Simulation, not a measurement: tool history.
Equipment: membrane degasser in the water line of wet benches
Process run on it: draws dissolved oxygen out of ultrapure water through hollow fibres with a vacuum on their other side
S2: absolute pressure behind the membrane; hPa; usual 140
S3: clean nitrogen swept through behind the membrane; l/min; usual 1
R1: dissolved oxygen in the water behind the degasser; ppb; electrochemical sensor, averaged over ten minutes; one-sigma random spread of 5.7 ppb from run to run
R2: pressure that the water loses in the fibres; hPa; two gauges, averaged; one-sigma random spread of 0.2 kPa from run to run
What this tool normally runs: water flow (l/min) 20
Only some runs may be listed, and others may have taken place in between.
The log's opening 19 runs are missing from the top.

Run 20, hour 1136.6: usual settings but water flow (l/min) 22. Result: R1 626.5 ppb, R2 483 hPa.
Run 21, hour 1184.1: usual settings but S2 172 hPa, S3 0.91 l/min. Result: R1 734.1 ppb, R2 439.9 hPa.
Run 22, hour 1267: usual settings but water flow (l/min) 18, S2 319 hPa, S3 1.46 l/min. Result: R1 840.4 ppb, R2 396.6 hPa.
Run 23, hour 1308.5: usual settings but water flow (l/min) 14, S2 242 hPa, S3 1.93 l/min. Result: R1 415.6 ppb, R2 304.9 hPa.
Run 24, hour 1349.1: usual settings but water flow (l/min) 19, S2 203 hPa, S3 1.22 l/min. Result: R1 658.2 ppb, R2 414.4 hPa.
Run 25, hour 1391.7: usual settings but water flow (l/min) 19, S2 177 hPa, S3 0.48 l/min. Result: R1 1115.7 ppb, R2 413.5 hPa.
Run 26, hour 1432.9: usual settings but water flow (l/min) 17, S2 137 hPa, S3 0.48 l/min. Result: R1 782.5 ppb, R2 372 hPa.
Run 27, hour 1481.2: usual settings but water flow (l/min) 22, S2 137 hPa, S3 0.48 l/min. Result: R1 973 ppb, R2 482.4 hPa.
Run 28, hour 1554.3: usual settings but water flow (l/min) 22, S2 249 hPa, S3 1.32 l/min. Result: R1 873.7 ppb, R2 476.5 hPa.
Run 29, hour 1639.6: usual settings but water flow (l/min) 18, S2 249 hPa, S3 1.43 l/min. Result: R1 678.5 ppb, R2 389.5 hPa.
Run 30, hour 1703.7: usual settings but water flow (l/min) 12, S2 327 hPa, S3 0.54 l/min. Result: R1 1271.9 ppb, R2 263 hPa.
Run 31, hour 1740.5: usual settings but water flow (l/min) 12, S2 327 hPa, S3 0.54 l/min. Result: R1 1285.8 ppb, R2 261.9 hPa.

Below are 4 alternative next runs, each starting from the tool's condition after run 31. Predict each:
Run A, hour 1776.2: usual settings but water flow (l/min) 15, S2 331 hPa, S3 1.55 l/min. Result: R1 ?, R2 ?.
Run B, hour 1776.2: usual settings but water flow (l/min) 29. Result: R1 ?, R2 ?.
Run C, hour 1776.2: usual settings but S3 2.09 l/min. Result: R1 ?, R2 ?.
Run D, hour 1776.2: usual settings but water flow (l/min) 15, S2 106 hPa, S3 1.15 l/min. Result: R1 ?, R2 ?.

run     R1     R2
  A  714.2  332.8
  B    787  630.3
  C  353.4  437.9
  D  301.8  326.9
With the hidden condition removed and each run's random variation left untouched, the same runs would have given:
run     R1     R2
  A  713.9  338.9
  B  786.6    642
  C  353.1  445.9
  D  301.6  332.9

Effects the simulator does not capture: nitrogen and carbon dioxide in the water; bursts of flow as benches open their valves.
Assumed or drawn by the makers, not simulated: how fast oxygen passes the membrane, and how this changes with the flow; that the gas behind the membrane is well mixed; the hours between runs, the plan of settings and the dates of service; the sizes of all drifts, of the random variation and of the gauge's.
